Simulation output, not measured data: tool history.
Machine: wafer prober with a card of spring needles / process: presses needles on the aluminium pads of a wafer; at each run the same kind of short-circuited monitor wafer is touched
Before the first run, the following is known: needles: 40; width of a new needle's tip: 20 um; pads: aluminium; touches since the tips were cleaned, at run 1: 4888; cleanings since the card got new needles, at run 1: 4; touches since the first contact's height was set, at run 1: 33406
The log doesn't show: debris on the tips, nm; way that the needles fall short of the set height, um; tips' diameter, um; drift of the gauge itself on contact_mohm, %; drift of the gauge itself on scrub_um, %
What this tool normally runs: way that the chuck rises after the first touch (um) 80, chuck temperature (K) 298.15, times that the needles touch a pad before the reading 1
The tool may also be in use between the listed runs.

run,hour,way that the chuck rises after the first touch (um),chuck temperature (K),times that the needles touch a pad before the reading,touches since the tips were cleaned,cleanings since the card got new needles,touches since the first contact's height was set,resistance of one needle with its contact and lead (mohm),way that a needle slides on the pad (um)
1,0,80,298.15,1,4888,4,33406,304,15.76
# hour 6.6: tips cleaned on abrasive film
2,6.8,80,298.15,1,51,5,35277,372,15.64
3,14.5,80,298.15,3,2217,5,37443,240,15.7
4,23,80,298.15,3,4606,5,39832,234,15.67
# hour 30.3: tips cleaned on abrasive film
5,33,80,298.15,2,747,6,42621,208,15.6
# hour 43.9: tips cleaned on abrasive film, once more
6,47.3,80,298.15,2,952,7,46612,213,15.76
7,53.6,80,298.15,2,2732,7,48392,241,15.65
8,66.9,77,298.15,1,6449,7,52109,321,15.15
# hour 67.6: tips cleaned on abrasive film
9,78.8,80,345.15,1,3128,8,55428,285,15.59
# hour 91.4: tips cleaned on abrasive film
10,91.4,83,298.15,1,0,9,58947,184,16.2
11,102.2,83,298.15,1,3033,9,61980,278,16.24
12,112.1,66,367.15,1,5822,9,64769,367,12.89
# hour 114.6: tips cleaned on abrasive film
13,121.4,66,367.15,1,1906,10,67349,302,12.72
14,136.8,77,351.15,2,6235,10,71678,272,14.93
# hour 137.9: tips cleaned on abrasive film
15,144.7,80,363.15,2,1903,11,73854,240,15.55

4 options for the next run, each taken on its own from the tool as it stands now. Forecast them:
A,151.7,72,298.15,1,3876,11,75827,?,?
B,151.7,66,298.15,1,3876,11,75827,?,?
C,151.7,89,329.15,2,3876,11,75827,?,?
D,151.7,81,380.15,2,3876,11,75827,?,?

run,resistance of one needle with its contact and lead (mohm),way that a needle slides on the pad (um)
A,323,14.04
B,357,12.65
C,242,17.4
D,258,15.89
Take away the tool's hidden state, keep each run's random variation, and the runs would have read:
run,resistance of one needle with its contact and lead (mohm),way that a needle slides on the pad (um)
A,177,14.27
B,183,12.87
C,183,17.62
D,195,16.12

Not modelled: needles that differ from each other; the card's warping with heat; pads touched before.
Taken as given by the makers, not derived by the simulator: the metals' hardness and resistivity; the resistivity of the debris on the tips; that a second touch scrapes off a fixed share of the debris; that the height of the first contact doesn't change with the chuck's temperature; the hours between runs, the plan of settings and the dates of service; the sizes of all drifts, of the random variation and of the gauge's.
